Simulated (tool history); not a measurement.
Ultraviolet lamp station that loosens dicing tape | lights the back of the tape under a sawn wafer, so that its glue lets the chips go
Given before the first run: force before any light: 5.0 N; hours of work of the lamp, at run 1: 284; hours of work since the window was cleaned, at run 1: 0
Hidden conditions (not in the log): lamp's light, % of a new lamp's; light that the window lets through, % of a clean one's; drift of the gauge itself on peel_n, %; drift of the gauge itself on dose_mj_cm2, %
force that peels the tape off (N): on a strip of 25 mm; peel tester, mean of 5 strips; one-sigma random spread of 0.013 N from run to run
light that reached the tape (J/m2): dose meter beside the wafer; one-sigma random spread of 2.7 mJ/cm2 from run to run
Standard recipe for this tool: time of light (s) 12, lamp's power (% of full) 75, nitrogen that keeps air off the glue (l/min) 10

run,hour,time of light (s),lamp's power (% of full),nitrogen that keeps air off the glue (l/min),hours of work of the lamp,hours of work since the window was cleaned,force that peels the tape off (N),light that reached the tape (J/m2)
1,0.0,12,75,10,284,0,0.707,3390
2,35.9,12,75,10,302,18,0.696,3350
3,57.3,12,75,10,313,28,0.734,3280
4,87.1,12,97,10,327,43,0.523,4140
5,112.3,11,75,10,340,55,0.850,2960
6,127.5,13,75,10,347,63,0.676,3420
7,146.6,12,75,10,357,72,0.787,3180
8,174.2,12,75,10,370,86,0.796,3120
9,209.5,12,75,10,388,103,0.815,3080
10,245.3,12,75,10,405,121,0.816,3010
11,270.7,7,69,14,418,133,1.554,1580
12,304.3,8,75,10,434,150,1.423,1960
13,323.2,15,62,17,444,159,0.607,3040
14,340.2,17,71,6,452,168,0.750,3880

Run 15 comes next. What will it give?
15,359.6,17,70,4,461,177,?,?

Run 15 gave force that peels the tape off (N) 0.981, light that reached the tape (J/m2) 3830.
The same run, on a tool lacking any hidden state, would have yielded force that peels the tape off (N) 0.668, light that reached the tape (J/m2) 4950.
